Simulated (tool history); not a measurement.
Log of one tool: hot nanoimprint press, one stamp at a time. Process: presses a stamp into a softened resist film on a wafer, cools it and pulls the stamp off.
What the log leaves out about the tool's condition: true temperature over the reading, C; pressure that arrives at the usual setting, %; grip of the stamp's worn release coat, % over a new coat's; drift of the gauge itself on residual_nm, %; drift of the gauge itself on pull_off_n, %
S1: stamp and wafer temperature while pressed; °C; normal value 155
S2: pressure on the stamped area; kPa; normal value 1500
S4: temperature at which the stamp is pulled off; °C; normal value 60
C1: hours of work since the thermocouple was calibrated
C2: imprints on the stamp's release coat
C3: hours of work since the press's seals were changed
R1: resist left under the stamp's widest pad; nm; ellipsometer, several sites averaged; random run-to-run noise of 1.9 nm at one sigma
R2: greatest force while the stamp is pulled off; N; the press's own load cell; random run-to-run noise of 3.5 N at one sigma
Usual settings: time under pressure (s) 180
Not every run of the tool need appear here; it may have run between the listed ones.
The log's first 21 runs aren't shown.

{"run": 22, "hour": 251.1, "S1": 149, "S2": 1500, "time under pressure (s)": 162, "S4": 66, "C1": 191, "C2": 766, "C3": 265, "R1": 435.2, "R2": 166}
{"run": 23, "hour": 258.9, "S1": 155, "S2": 1500, "time under pressure (s)": 93, "S4": 60, "C1": 196, "C2": 794, "C3": 270, "R1": 382.3, "R2": 194}
{"run": 24, "hour": 267.0, "S1": 155, "S2": 1500, "time under pressure (s)": 180, "S4": 60, "C1": 201, "C2": 824, "C3": 275, "R1": 293.7, "R2": 194}
{"run": 25, "hour": 276.2, "S1": 155, "S2": 1500, "time under pressure (s)": 204, "S4": 60, "C1": 207, "C2": 857, "C3": 281, "R1": 281.9, "R2": 194}
{"run": 26, "hour": 284.0, "S1": 148, "S2": 1500, "time under pressure (s)": 204, "S4": 56, "C1": 212, "C2": 886, "C3": 286, "R1": 426, "R2": 217}
{"run": 27, "hour": 296.7, "S1": 155, "S2": 1500, "time under pressure (s)": 201, "S4": 60, "C1": 220, "C2": 932, "C3": 294, "R1": 280.6, "R2": 196}
{"run": 28, "hour": 307.9, "S1": 155, "S2": 1500, "time under pressure (s)": 245, "S4": 60, "C1": 227, "C2": 973, "C3": 301, "R1": 258.9, "R2": 201}
{"run": 29, "hour": 318.8, "S1": 155, "S2": 1500, "time under pressure (s)": 180, "S4": 63, "C1": 234, "C2": 1012, "C3": 308, "R1": 294.4, "R2": 182}
{"run": 30, "hour": 329.4, "S1": 166, "S2": 900, "time under pressure (s)": 241, "S4": 67, "C1": 241, "C2": 1051, "C3": 314, "R1": 168.6, "R2": 170}

Forecast each of these 3 alternatives for the next run:
{"run": "A", "hour": 342.3, "S1": 153, "S2": 900, "time under pressure (s)": 241, "S4": 58, "C1": 249, "C2": 1098, "C3": 322, "R1": "?", "R2": "?"}
{"run": "B", "hour": 342.3, "S1": 150, "S2": 1990, "time under pressure (s)": 241, "S4": 67, "C1": 249, "C2": 1098, "C3": 322, "R1": "?", "R2": "?"}
{"run": "C", "hour": 342.3, "S1": 155, "S2": 2090, "time under pressure (s)": 284, "S4": 60, "C1": 249, "C2": 1098, "C3": 322, "R1": "?", "R2": "?"}

run=A R1=360.5 R2=220
run=B R1=318.3 R2=172
run=C R1=209.5 R2=208
Stripped of hidden state, with their random variation kept, the same runs would have yielded:
run=A R1=381.3 R2=179
run=B R1=338.9 R2=140
run=C R1=223.7 R2=169
